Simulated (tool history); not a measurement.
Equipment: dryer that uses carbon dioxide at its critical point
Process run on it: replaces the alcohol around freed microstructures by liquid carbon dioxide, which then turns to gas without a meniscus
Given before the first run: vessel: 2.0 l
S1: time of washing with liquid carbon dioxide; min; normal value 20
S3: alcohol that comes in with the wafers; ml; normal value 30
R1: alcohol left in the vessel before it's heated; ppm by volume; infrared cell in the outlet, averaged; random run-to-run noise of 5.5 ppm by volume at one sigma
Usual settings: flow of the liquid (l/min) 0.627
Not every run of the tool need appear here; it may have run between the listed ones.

Run 1, day 0.000: usual settings. Result: R1 212 ppm by volume.
Run 2, day 1.554: usual settings but S1 23 min. Result: R1 117 ppm by volume.
Run 3, day 2.504: usual settings but S1 18 min. Result: R1 335 ppm by volume.
Run 4, day 3.658: usual settings but S1 18 min, S3 49 ml. Result: R1 541 ppm by volume.
Run 5, day 5.250: usual settings but S1 18 min, S3 49 ml. Result: R1 555 ppm by volume.
Run 6, day 6.400: usual settings but S1 18 min, S3 49 ml. Result: R1 587 ppm by volume.
Run 7, day 7.617: usual settings but S1 14 min, S3 49 ml. Result: R1 1312 ppm by volume.
Run 8, day 8.608: usual settings. Result: R1 260 ppm by volume.
Run 9, day 9.358: usual settings. Result: R1 197 ppm by volume.
Run 10, day 10.512: usual settings. Result: R1 210 ppm by volume.
Run 11, day 12.112: usual settings but flow of the liquid (l/min) 0.584. Result: R1 273 ppm by volume.
Run 12, day 13.083: usual settings but flow of the liquid (l/min) 0.584. Result: R1 287 ppm by volume.
Run 13, day 13.921: usual settings. Result: R1 218 ppm by volume.
Run 14, day 14.788: usual settings. Result: R1 235 ppm by volume.
Run 15, day 15.688: usual settings but S3 74 ml. Result: R1 502 ppm by volume.
Run 16, day 16.817: usual settings but S3 74 ml. Result: R1 509 ppm by volume.
Run 17, day 18.012: usual settings but S3 74 ml. Result: R1 525 ppm by volume.
Run 18, day 19.012: usual settings but S3 22 ml. Result: R1 208 ppm by volume.
Run 19, day 19.971: usual settings but S3 22 ml. Result: R1 210 ppm by volume.
Run 20, day 20.721: usual settings but S3 22 ml. Result: R1 207 ppm by volume.
Run 21, day 22.288: usual settings but S3 28 ml. Result: R1 253 ppm by volume.
Run 22, day 23.342: usual settings but flow of the liquid (l/min) 0.409, S3 28 ml. Result: R1 987 ppm by volume.
Run 23, day 24.462: usual settings but flow of the liquid (l/min) 0.494. Result: R1 614 ppm by volume.
Run 24, day 25.825: usual settings but flow of the liquid (l/min) 0.494. Result: R1 627 ppm by volume.
Run 25, day 26.671: usual settings but S1 25 min, flow of the liquid (l/min) 0.526, S3 27 ml. Result: R1 268 ppm by volume.
Run 26, day 27.942: usual settings but S1 15 min, flow of the liquid (l/min) 0.951, S3 36 ml. Result: R1 230 ppm by volume.
Run 27, day 28.692: usual settings but S1 15 min, flow of the liquid (l/min) 0.951, S3 36 ml. Result: R1 233 ppm by volume.
Run 28, day 30.096: usual settings but S1 24 min, S3 54 ml. Result: R1 273 ppm by volume.
Run 29, day 31.471: usual settings but S1 17 min, flow of the liquid (l/min) 0.580, S3 37 ml. Result: R1 761 ppm by volume.
Run 30, day 32.542: usual settings but S1 17 min, flow of the liquid (l/min) 0.580, S3 37 ml. Result: R1 789 ppm by volume.
Run 31, day 33.496: usual settings but S1 14 min, flow of the liquid (l/min) 0.620, S3 33 ml. Result: R1 1017 ppm by volume.
Run 32, day 34.917: usual settings but S1 16 min, flow of the liquid (l/min) 0.791, S3 33 ml. Result: R1 357 ppm by volume.
Run 33, day 35.729: usual settings but S1 29 min, flow of the liquid (l/min) 0.563, S3 21 ml. Result: R1 188 ppm by volume.
Run 34, day 37.333: usual settings but S1 26 min, flow of the liquid (l/min) 0.452, S3 22 ml. Result: R1 388 ppm by volume.
Run 35, day 38.742: usual settings but S1 26 min, flow of the liquid (l/min) 0.452, S3 22 ml. Result: R1 328 ppm by volume.
Run 36, day 39.621: usual settings but S1 26 min, flow of the liquid (l/min) 0.452, S3 22 ml. Result: R1 310 ppm by volume.
Run 37, day 40.721: usual settings but flow of the liquid (l/min) 0.557, S3 27 ml. Result: R1 394 ppm by volume.
Run 38, day 42.225: usual settings but S1 27 min, flow of the liquid (l/min) 0.533, S3 27 ml. Result: R1 245 ppm by volume.
Run 39, day 43.429: usual settings but S1 27 min, flow of the liquid (l/min) 0.533, S3 27 ml. Result: R1 247 ppm by volume.
Run 40, day 44.129: usual settings but S1 25 min, S3 52 ml. Result: R1 274 ppm by volume.
Run 41, day 44.879: usual settings but S1 25 min, S3 52 ml. Result: R1 278 ppm by volume.
Run 42, day 45.825: usual settings but S1 25 min, S3 52 ml. Result: R1 271 ppm by volume.
Run 43, day 46.912: usual settings but S1 25 min, S3 52 ml. Result: R1 281 ppm by volume.
Run 44, day 48.512: usual settings but flow of the liquid (l/min) 1.003. Result: R1 193 ppm by volume.
Run 45, day 50.100: usual settings but S3 52 ml. Result: R1 504 ppm by volume.
Run 46, day 51.008: usual settings but S1 16 min, flow of the liquid (l/min) 0.415, S3 68 ml. Result: R1 3783 ppm by volume.

Put back what was entered between runs (2 entries, withheld): which listed runs does each sit between, and how does the hidden state differ from the listed run before to the listed run after?
Run 8 -> run 9: inlet filter changed (day 8.946)
  flow that reaches the vessel past the clogged filter, %: 92.2 -> 99.5; alcohol in the recycled carbon dioxide, ppm: 40 -> 42.7
  the result without the hidden state subtracted from the measured one, R1: +99 -> +41 ppm by volume
Run 34 -> run 35: inlet filter changed (day 37.796)
  flow that reaches the vessel past the clogged filter, %: 92.2 -> 99.6; alcohol in the recycled carbon dioxide, ppm: 147.7 -> 152.5
  the result without the hidden state subtracted from the measured one, R1: +211 -> +152 ppm by volume

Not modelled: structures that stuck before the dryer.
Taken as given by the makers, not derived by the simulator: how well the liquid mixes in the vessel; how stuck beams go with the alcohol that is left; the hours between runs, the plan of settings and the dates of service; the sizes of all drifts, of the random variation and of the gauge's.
